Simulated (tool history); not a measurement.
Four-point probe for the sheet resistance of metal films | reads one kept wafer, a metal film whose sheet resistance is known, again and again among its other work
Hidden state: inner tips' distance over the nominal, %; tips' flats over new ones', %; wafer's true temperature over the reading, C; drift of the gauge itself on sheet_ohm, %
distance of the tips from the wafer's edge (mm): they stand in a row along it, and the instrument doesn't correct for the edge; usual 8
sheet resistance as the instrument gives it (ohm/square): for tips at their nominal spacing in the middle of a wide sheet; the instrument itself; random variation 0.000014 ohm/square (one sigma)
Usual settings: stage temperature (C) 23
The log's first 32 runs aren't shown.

run     day  stage temperature (C)  distance of the tips from the wafer's edge (mm)  touches since the probe head was changed  hours of work since the stage's thermometer was calibrated  sheet resistance as the instrument gives it (ohm/square)
 33  65.538                     22                                                8                                     82212                                                        1074                                                  0.070694
 34  66.854                     19                                               47                                     82844                                                        1095                                                  0.069835
 35  68.558                     28                                               32                                     83664                                                        1123                                                  0.069648
 36  71.258                     23                                               14                                     84960                                                        1167                                                  0.070021
 37  73.408                     22                                               10                                     85995                                                        1202                                                  0.070354
 38  75.858                     22                                               10                                     87172                                                        1243                                                  0.070357
 39  78.162                     26                                                8                                     88278                                                        1280                                                  0.070558
 40  80.433                     26                                                8                                     89369                                                        1317                                                  0.070551
 41  82.462                     23                                               37                                     90344                                                        1351                                                  0.069719
 42  84.896                     23                                               37                                     91515                                                        1391                                                  0.069707
 43  86.138                     20                                                8                                     92111                                                        1411                                                  0.070672
 44    88.9                     27                                                7                                     93440                                                        1456                                                  0.070803
 45  91.217                     27                                                7                                     94553                                                        1494                                                  0.070765

3 ways to go on from here, each from the tool as it stands after run 45. What would each give?
  A  93.979                     23                                               31                                     95879                                                        1539                                                         ?
  B  93.979                     24                                               13                                     95879                                                        1539                                                         ?
  C  93.979                     32                                                9                                     95879                                                        1539                                                         ?

run  sheet resistance as the instrument gives it (ohm/square)
  A                                                   0.06971
  B                                                  0.069997
  C                                                  0.070173
Without the tool's hidden state the same runs would have given:
run  sheet resistance as the instrument gives it (ohm/square)
  A                                                  0.070361
  B                                                  0.070651
  C                                                  0.070827
